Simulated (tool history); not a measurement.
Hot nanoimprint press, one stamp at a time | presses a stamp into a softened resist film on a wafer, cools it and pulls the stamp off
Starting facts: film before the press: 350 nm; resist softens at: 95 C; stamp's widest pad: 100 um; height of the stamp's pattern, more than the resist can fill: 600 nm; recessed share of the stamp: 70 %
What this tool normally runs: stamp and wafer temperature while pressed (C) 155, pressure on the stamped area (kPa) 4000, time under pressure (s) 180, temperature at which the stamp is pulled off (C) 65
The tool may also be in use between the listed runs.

run	day	stamp and wafer temperature while pressed (C)	pressure on the stamped area (kPa)	time under pressure (s)	temperature at which the stamp is pulled off (C)	resist left under the stamp's widest pad (Å)	greatest force while the stamp is pulled off (N)
1	0	155	4000	180	65	1921	171
2	1.746	155	4000	157	65	2009	170
3	2.675	155	4000	157	65	1994	172
4	4.55	155	4000	157	65	1996	168
5	6.225	155	4000	157	65	2001	172
6	7.988	155	4000	157	65	1980	164
7	9.496	155	4000	157	65	2000	164
8	10.312	155	4000	180	65	1921	163
9	11.3	155	4000	180	63	1930	176
10	12.667	155	4000	180	65	1913	162
11	13.454	155	4000	180	65	1908	172
# day 14.512: stamp cleaned and given a new release coat
12	14.629	155	4000	180	65	1921	165
13	15.429	155	4000	180	65	1889	166
14	16.275	155	4000	253	65	1719	159
15	17.658	155	5070	180	65	1692	163
16	19.279	155	5070	180	65	1700	164
17	21.075	155	2660	96	65	2631	164
18	22.588	155	4770	96	65	2104	163
19	24.488	155	4000	213	51	1809	185
20	25.912	159	4000	92	64	2084	171
21	26.883	155	4000	281	64	1662	164
22	28.017	144	4000	180	57	2502	183
23	29.604	144	4000	180	57	2516	176
24	31.075	144	4000	180	57	2500	178
# day 31.612: plate thermocouple calibrated
25	32.717	144	4000	180	57	2494	177
# day 33.296: stamp cleaned and given a new release coat
26	34	155	4000	198	65	1843	169
27	34.896	155	4000	156	56	1944	187
28	35.892	155	4000	292	65	1623	165
29	37.462	155	4000	292	65	1622	162
30	38.488	145	4330	237	65	2219	165

Forecast each of these 4 alternatives for the next run:
A	39.712	155	5660	137	65	?	?
B	39.712	146	4000	271	65	?	?
C	39.712	155	3310	180	65	?	?
D	39.712	155	2940	297	72	?	?

run	resist left under the stamp's widest pad (Å)	greatest force while the stamp is pulled off (N)
A	1718	168
B	2156	165
C	2058	171
D	1884	164
The same runs, with their run-to-run variation unchanged, on a tool lacking any hidden condition would have given:
run	resist left under the stamp's widest pad (Å)	greatest force while the stamp is pulled off (N)
A	1759	167
B	2208	164
C	2108	171
D	1930	164
